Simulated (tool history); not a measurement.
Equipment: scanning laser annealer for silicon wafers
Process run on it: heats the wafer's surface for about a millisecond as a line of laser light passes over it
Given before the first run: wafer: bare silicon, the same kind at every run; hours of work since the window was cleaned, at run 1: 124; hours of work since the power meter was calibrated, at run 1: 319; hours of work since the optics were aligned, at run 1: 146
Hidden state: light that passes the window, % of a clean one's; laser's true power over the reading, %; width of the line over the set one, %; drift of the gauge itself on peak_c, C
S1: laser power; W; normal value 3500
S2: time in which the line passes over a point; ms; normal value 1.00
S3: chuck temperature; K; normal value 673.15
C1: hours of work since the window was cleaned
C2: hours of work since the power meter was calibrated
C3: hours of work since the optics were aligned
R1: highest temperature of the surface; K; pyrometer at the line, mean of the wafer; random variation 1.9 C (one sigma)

{"run": 1, "hour": 0.0, "S1": 3500, "S2": 1.0, "S3": 673.15, "C1": 124, "C2": 319, "C3": 146, "R1": 1432.15}
{"run": 2, "hour": 12.7, "S1": 3500, "S2": 0.98, "S3": 673.15, "C1": 133, "C2": 328, "C3": 155, "R1": 1424.15}
{"run": 3, "hour": 29.7, "S1": 3500, "S2": 1.0, "S3": 673.15, "C1": 145, "C2": 340, "C3": 167, "R1": 1431.15}
{"run": 4, "hour": 44.3, "S1": 3500, "S2": 1.0, "S3": 673.15, "C1": 156, "C2": 350, "C3": 177, "R1": 1431.15}
{"run": 5, "hour": 61.2, "S1": 3500, "S2": 1.0, "S3": 673.15, "C1": 168, "C2": 362, "C3": 189, "R1": 1430.15}
{"run": 6, "hour": 76.8, "S1": 3500, "S2": 1.0, "S3": 673.15, "C1": 179, "C2": 373, "C3": 200, "R1": 1426.15}
{"run": 7, "hour": 94.0, "S1": 3500, "S2": 1.0, "S3": 673.15, "C1": 191, "C2": 385, "C3": 212, "R1": 1432.15}
{"run": 8, "hour": 110.9, "S1": 3500, "S2": 1.0, "S3": 673.15, "C1": 203, "C2": 397, "C3": 224, "R1": 1428.15}
{"run": 9, "hour": 120.0, "S1": 3500, "S2": 0.92, "S3": 673.15, "C1": 209, "C2": 404, "C3": 231, "R1": 1392.15}
{"run": 10, "hour": 129.3, "S1": 3500, "S2": 0.92, "S3": 673.15, "C1": 216, "C2": 410, "C3": 237, "R1": 1393.15}
{"run": 11, "hour": 138.1, "S1": 3500, "S2": 1.0, "S3": 673.15, "C1": 222, "C2": 417, "C3": 244, "R1": 1425.15}
{"run": 12, "hour": 150.9, "S1": 3500, "S2": 1.0, "S3": 687.15, "C1": 231, "C2": 426, "C3": 253, "R1": 1442.15}
{"run": 13, "hour": 159.5, "S1": 3500, "S2": 1.0, "S3": 673.15, "C1": 237, "C2": 432, "C3": 259, "R1": 1427.15}
{"hour": 165.8, "done": "optics aligned, line set to its width"}
{"run": 14, "hour": 177.4, "S1": 3500, "S2": 1.0, "S3": 673.15, "C1": 246, "C2": 441, "C3": 8, "R1": 1428.15}
{"run": 15, "hour": 195.5, "S1": 3500, "S2": 1.0, "S3": 673.15, "C1": 259, "C2": 454, "C3": 21, "R1": 1428.15}
{"run": 16, "hour": 206.9, "S1": 3500, "S2": 0.97, "S3": 652.15, "C1": 267, "C2": 462, "C3": 29, "R1": 1390.15}
{"run": 17, "hour": 218.1, "S1": 3500, "S2": 0.97, "S3": 652.15, "C1": 275, "C2": 470, "C3": 37, "R1": 1392.15}
{"run": 18, "hour": 233.5, "S1": 3645, "S2": 1.12, "S3": 667.15, "C1": 286, "C2": 481, "C3": 48, "R1": 1504.15}
{"hour": 250.3, "done": "optics aligned, line set to its width, once more"}
{"run": 19, "hour": 256.0, "S1": 3645, "S2": 1.12, "S3": 667.15, "C1": 299, "C2": 493, "C3": 4, "R1": 1509.15}
{"run": 20, "hour": 273.2, "S1": 3645, "S2": 1.12, "S3": 667.15, "C1": 311, "C2": 505, "C3": 16, "R1": 1508.15}
{"run": 21, "hour": 291.1, "S1": 3500, "S2": 1.0, "S3": 688.15, "C1": 324, "C2": 518, "C3": 29, "R1": 1441.15}
{"run": 22, "hour": 298.8, "S1": 3041, "S2": 1.0, "S3": 667.15, "C1": 329, "C2": 524, "C3": 34, "R1": 1316.15}
{"run": 23, "hour": 314.4, "S1": 3463, "S2": 0.76, "S3": 706.15, "C1": 340, "C2": 535, "C3": 45, "R1": 1345.15}
{"run": 24, "hour": 332.0, "S1": 3261, "S2": 1.18, "S3": 673.15, "C1": 353, "C2": 547, "C3": 58, "R1": 1440.15}
{"run": 25, "hour": 347.6, "S1": 3261, "S2": 1.18, "S3": 673.15, "C1": 364, "C2": 558, "C3": 69, "R1": 1437.15}
{"run": 26, "hour": 366.4, "S1": 3630, "S2": 1.0, "S3": 677.15, "C1": 377, "C2": 571, "C3": 82, "R1": 1458.15}
{"run": 27, "hour": 379.2, "S1": 3630, "S2": 1.0, "S3": 677.15, "C1": 386, "C2": 581, "C3": 91, "R1": 1460.15}

Predict each of these 4 candidate next runs independently; none follows another, all start after run 27:
{"run": "A", "hour": 394.1, "S1": 3375, "S2": 1.0, "S3": 674.15, "C1": 397, "C2": 591, "C3": 102, "R1": "?"}
{"run": "B", "hour": 394.1, "S1": 3749, "S2": 1.08, "S3": 677.15, "C1": 397, "C2": 591, "C3": 102, "R1": "?"}
{"run": "C", "hour": 394.1, "S1": 3363, "S2": 0.88, "S3": 677.15, "C1": 397, "C2": 591, "C3": 102, "R1": "?"}
{"run": "D", "hour": 394.1, "S1": 3630, "S2": 0.99, "S3": 677.15, "C1": 397, "C2": 591, "C3": 102, "R1": "?"}

run=A R1=1396.15
run=B R1=1522.15
run=C R1=1349.15
run=D R1=1455.15
Without the tool's hidden state the same runs would have given:
run=A R1=1408.15
run=B R1=1536.15
run=C R1=1360.15
run=D R1=1468.15
